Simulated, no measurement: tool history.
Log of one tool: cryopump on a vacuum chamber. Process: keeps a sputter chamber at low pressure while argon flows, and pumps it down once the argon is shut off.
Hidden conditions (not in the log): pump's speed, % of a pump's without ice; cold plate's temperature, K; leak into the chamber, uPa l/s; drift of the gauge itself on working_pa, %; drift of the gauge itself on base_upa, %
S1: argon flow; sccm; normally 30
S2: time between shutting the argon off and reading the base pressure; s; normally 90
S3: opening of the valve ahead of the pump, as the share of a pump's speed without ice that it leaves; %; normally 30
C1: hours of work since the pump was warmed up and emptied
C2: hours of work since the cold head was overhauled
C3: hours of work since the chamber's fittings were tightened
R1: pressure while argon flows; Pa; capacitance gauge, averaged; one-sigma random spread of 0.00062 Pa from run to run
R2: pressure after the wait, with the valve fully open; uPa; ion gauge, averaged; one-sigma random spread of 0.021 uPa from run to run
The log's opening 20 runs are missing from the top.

Run 21, hour 458.4: usual settings but S2 125 s; C1 275; C2 275; C3 2100. Result: R1 0.0974 Pa, R2 1.44 uPa.
Run 22, hour 486.3: usual settings but S1 51 sccm, S2 122 s, S3 31 %; C1 286; C2 286; C3 2112. Result: R1 0.1595 Pa, R2 1.4 uPa.
Run 23, hour 504.7: usual settings but S1 29 sccm, S2 214 s, S3 23 %; C1 294; C2 294; C3 2119. Result: R1 0.1207 Pa, R2 1.37 uPa.
Run 24, hour 526: usual settings but S1 19 sccm, S2 100 s; C1 303; C2 303; C3 2128. Result: R1 0.0624 Pa, R2 1.55 uPa.
Run 25, hour 549.7: usual settings but S1 19 sccm, S2 100 s, S3 52 %; C1 313; C2 313; C3 2138. Result: R1 0.0366 Pa, R2 1.58 uPa.
Run 26, hour 581.5: usual settings but S1 19 sccm, S2 100 s, S3 52 %; C1 326; C2 326; C3 2151. Result: R1 0.0369 Pa, R2 1.58 uPa.
Run 27, hour 612.6: usual settings but S1 27 sccm, S2 184 s, S3 44 %; C1 338; C2 338; C3 2163. Result: R1 0.0618 Pa, R2 1.43 uPa.
Run 28, hour 646.8: usual settings but S1 57 sccm, S2 26 s, S3 20 %; C1 352; C2 352; C3 2178. Result: R1 0.2755 Pa, R2 2.37 uPa.
Run 29, hour 674.3: usual settings but S1 57 sccm, S2 26 s, S3 20 %; C1 364; C2 364; C3 2189. Result: R1 0.2746 Pa, R2 2.38 uPa.
Run 30, hour 700: usual settings but S1 57 sccm, S2 26 s, S3 19 %; C1 374; C2 374; C3 2199. Result: R1 0.2903 Pa, R2 2.49 uPa.
Run 31, hour 715.9: usual settings but S1 46 sccm, S2 35 s, S3 19 %; C1 381; C2 381; C3 2206. Result: R1 0.2326 Pa, R2 2.1 uPa.
Run 32, hour 729.8: usual settings but S1 36 sccm, S2 136 s; C1 387; C2 387; C3 2212. Result: R1 0.1202 Pa, R2 1.56 uPa.
Run 33, hour 758.2: usual settings but S1 36 sccm, S2 97 s, S3 20 %; C1 398; C2 398; C3 2223. Result: R1 0.1751 Pa, R2 1.65 uPa.
Run 34, hour 781.8: usual settings but S1 40 sccm, S2 284 s; C1 408; C2 408; C3 2233. Result: R1 0.1315 Pa, R2 1.41 uPa.

4 ways to go on from here, each from the tool as it stands after run 34. What would each give?
Run A, hour 813.8: usual settings but S1 13 sccm, S2 169 s, S3 22 %; C1 421; C2 421; C3 2246. Result: R1 ?, R2 ?.
Run B, hour 813.8: usual settings but S1 53 sccm, S2 22 s, S3 59 %; C1 421; C2 421; C3 2246. Result: R1 ?, R2 ?.
Run C, hour 813.8: usual settings but S2 86 s, S3 56 %; C1 421; C2 421; C3 2246. Result: R1 ?, R2 ?.
Run D, hour 813.8: usual settings but S1 47 sccm, S2 44 s, S3 18 %; C1 421; C2 421; C3 2246. Result: R1 ?, R2 ?.

run      R1    R2
  A  0.0583  1.52
  B  0.0956  2.75
  C  0.0555  1.68
  D  0.2514  2.09
With the hidden condition removed and each run's random variation left untouched, the same runs would have given:
run      R1    R2
  A  0.0555  0.31
  B  0.0842  1.54
  C  0.0491  0.47
  D  0.2413  0.87

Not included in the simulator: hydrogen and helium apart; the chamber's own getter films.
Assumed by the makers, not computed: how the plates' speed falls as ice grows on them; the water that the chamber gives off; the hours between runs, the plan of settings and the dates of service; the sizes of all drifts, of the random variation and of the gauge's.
